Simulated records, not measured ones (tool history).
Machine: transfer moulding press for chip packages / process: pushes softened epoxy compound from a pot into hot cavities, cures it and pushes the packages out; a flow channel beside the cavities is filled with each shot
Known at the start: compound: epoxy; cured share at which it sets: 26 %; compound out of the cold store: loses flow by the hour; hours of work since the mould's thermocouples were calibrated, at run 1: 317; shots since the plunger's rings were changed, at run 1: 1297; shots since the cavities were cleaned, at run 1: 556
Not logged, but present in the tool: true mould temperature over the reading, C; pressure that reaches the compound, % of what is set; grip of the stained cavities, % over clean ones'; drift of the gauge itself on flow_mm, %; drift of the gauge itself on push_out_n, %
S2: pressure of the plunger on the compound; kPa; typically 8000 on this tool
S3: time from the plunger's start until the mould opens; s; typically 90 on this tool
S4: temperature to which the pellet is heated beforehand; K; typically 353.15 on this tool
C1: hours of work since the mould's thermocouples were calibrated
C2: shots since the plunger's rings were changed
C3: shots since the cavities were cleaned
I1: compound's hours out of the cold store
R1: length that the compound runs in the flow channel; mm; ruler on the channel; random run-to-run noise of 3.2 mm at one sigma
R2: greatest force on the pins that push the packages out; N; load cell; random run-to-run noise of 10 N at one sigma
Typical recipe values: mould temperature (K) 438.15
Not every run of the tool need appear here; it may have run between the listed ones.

Run 1, hour 0: usual settings; C1 317; C2 1297; C3 556; I1 45.7. Result: R1 596 mm, R2 818 N.
Run 2, hour 13.1: usual settings; C1 324; C2 1421; C3 680; I1 22.7. Result: R1 657 mm, R2 861 N.
Run 3, hour 34.7: usual settings; C1 334; C2 1625; C3 884; I1 43.8. Result: R1 604 mm, R2 879 N.
At hour 48.7: cavities cleaned with cleaning compound and waxed.
Run 4, hour 57.9: usual settings; C1 345; C2 1830; C3 87; I1 43.2. Result: R1 603 mm, R2 1035 N.
Run 5, hour 75.5: usual settings; C1 353; C2 1996; C3 253; I1 18.3. Result: R1 671 mm, R2 1146 N.
Run 6, hour 85.6: usual settings but S4 363.15 K; C1 358; C2 2091; C3 348; I1 28.6. Result: R1 633 mm, R2 1050 N.
Run 7, hour 97.6: usual settings but S4 363.15 K; C1 364; C2 2204; C3 461; I1 33.9. Result: R1 629 mm, R2 1059 N.
At hour 111.5: cavities cleaned with cleaning compound and waxed, once more.
Run 8, hour 112.2: usual settings; C1 370; C2 2328; C3 7; I1 20.2. Result: R1 658 mm, R2 502 N.
Run 9, hour 133.3: usual settings; C1 380; C2 2527; C3 206; I1 42.3. Result: R1 602 mm, R2 630 N.
Run 10, hour 153.3: usual settings but mould temperature (K) 441.15, S2 6530 kPa, S3 102 s, S4 346.15 K; C1 390; C2 2716; C3 395; I1 20.5. Result: R1 597 mm, R2 551 N.
Run 11, hour 165.1: usual settings but mould temperature (K) 444.15, S2 6530 kPa, S3 102 s, S4 349.15 K; C1 396; C2 2827; C3 506; I1 18.5. Result: R1 591 mm, R2 574 N.
At hour 177.2: plunger's sealing rings changed.
Run 12, hour 178.7: usual settings but mould temperature (K) 437.15, S2 9460 kPa, S3 102 s, S4 352.15 K; C1 401; C2 14; C3 611; I1 12.9. Result: R1 769 mm, R2 728 N.
Run 13, hour 197.4: usual settings but mould temperature (K) 437.15, S2 7850 kPa, S3 111 s, S4 352.15 K; C1 410; C2 191; C3 788; I1 11.7. Result: R1 699 mm, R2 698 N.
Run 14, hour 213.3: usual settings but mould temperature (K) 444.15, S2 7470 kPa, S3 81 s, S4 360.15 K; C1 418; C2 341; C3 938; I1 47.7. Result: R1 573 mm, R2 808 N.
At hour 220.8: cavities cleaned with cleaning compound and waxed.
Run 15, hour 235.9: usual settings but mould temperature (K) 444.15, S2 7470 kPa, S3 81 s, S4 360.15 K; C1 428; C2 540; C3 143; I1 19.6. Result: R1 650 mm, R2 534 N.
Run 16, hour 254.7: usual settings but mould temperature (K) 437.15, S2 6110 kPa, S3 125 s, S4 362.15 K; C1 437; C2 717; C3 320; I1 8.4. Result: R1 619 mm, R2 506 N.
Run 17, hour 277.3: usual settings but mould temperature (K) 442.15, S2 9050 kPa, S3 100 s, S4 362.15 K; C1 448; C2 931; C3 534; I1 9. Result: R1 740 mm, R2 566 N.

5 ways to go on from here, each from the tool as it stands after run 17. What would each give?
Run A, hour 300.7: usual settings but S2 7040 kPa, S3 110 s, S4 344.15 K; C1 459; C2 1152; C3 755; I1 31.2. Result: R1 ?, R2 ?.
Run B, hour 300.7: usual settings but mould temperature (K) 431.15, S2 9060 kPa, S3 100 s, S4 362.15 K; C1 459; C2 1152; C3 755; I1 16.3. Result: R1 ?, R2 ?.
Run C, hour 300.7: usual settings but mould temperature (K) 431.15, S4 343.15 K; C1 459; C2 1152; C3 755; I1 9.5. Result: R1 ?, R2 ?.
Run D, hour 300.7: usual settings but mould temperature (K) 444.15, S2 9050 kPa, S3 75 s, S4 362.15 K; C1 459; C2 1152; C3 755; I1 47.3. Result: R1 ?, R2 ?.
Run E, hour 300.7: usual settings but mould temperature (K) 439.15, S2 9050 kPa, S3 100 s, S4 362.15 K; C1 459; C2 1152; C3 755; I1 12.3. Result: R1 ?, R2 ?.

run   R1    R2
  A  602   678
  B  744  1101
  C  721  1646
  D  626   899
  E  740   690
With the hidden condition removed and each run's random variation left untouched, the same runs would have given:
run   R1   R2
  A  610  355
  B  754  542
  C  731  805
  D  635  459
  E  750  357
